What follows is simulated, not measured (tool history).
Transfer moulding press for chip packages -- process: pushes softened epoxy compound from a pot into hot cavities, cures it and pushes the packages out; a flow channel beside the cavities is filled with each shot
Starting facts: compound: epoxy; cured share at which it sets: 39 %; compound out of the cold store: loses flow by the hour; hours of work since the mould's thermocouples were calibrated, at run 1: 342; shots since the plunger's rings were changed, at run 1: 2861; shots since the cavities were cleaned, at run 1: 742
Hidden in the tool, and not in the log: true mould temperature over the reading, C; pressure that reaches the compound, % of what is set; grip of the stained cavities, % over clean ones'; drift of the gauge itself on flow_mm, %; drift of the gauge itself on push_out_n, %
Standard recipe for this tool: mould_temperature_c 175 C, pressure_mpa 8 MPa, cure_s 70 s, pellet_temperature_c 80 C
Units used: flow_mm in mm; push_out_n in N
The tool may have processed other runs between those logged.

run,hour,mould_temperature_c,pressure_mpa,cure_s,pellet_temperature_c,hours of work since the mould's thermocouples were calibrated,shots since the plunger's rings were changed,shots since the cavities were cleaned,incoming compound's hours out of the cold store,flow_mm,push_out_n
1,0,175,8,70,80,342,2861,742,47.7,554,1107
# hour 3.5: cavities cleaned with cleaning compound and waxed
2,10.3,175,8,70,80,348,2996,104,9.1,613,819
3,17.6,175,8,70,80,352,3107,215,45.8,557,903
4,32.9,175,8,70,80,361,3342,450,25.1,584,1115
5,44.1,175,8,70,80,368,3512,620,22.2,589,1138
6,53.3,175,8,53,80,373,3654,762,35.5,568,2371
# hour 55.7: cavities cleaned with cleaning compound and waxed
7,68.9,175,8,53,80,381,3869,202,24.6,583,1876
8,81,175,8,98,80,389,4054,387,43.9,552,722
9,90.8,175,8,98,80,394,4205,538,28.1,576,739
10,105.4,175,8,98,80,403,4429,762,40.3,556,817
# hour 108.4: cavities cleaned with cleaning compound and waxed
11,118.3,175,8,98,80,410,4602,152,8.4,607,577
12,132.3,175,8,98,80,418,4816,366,34.6,562,677
13,148.1,175,8,98,80,428,5059,609,15.9,594,779
# hour 161.6: cavities cleaned with cleaning compound and waxed
14,162.5,175,8,98,80,435,5255,13,18.5,587,435
15,169.1,175,6.58,98,80,439,5357,115,43.8,495,532
16,177.2,169,8.65,91,80,444,5480,238,37.3,592,747

The next listed run, before its measurement:
17,189,169,8.65,91,80,451,5662,420,29,?,?

{"run 17": {"flow_mm": 606, "push_out_n": 824}}
With the hidden condition absent and the run-to-run variation left alone, this run would have shown flow_mm 634 mm, push_out_n 498 N.
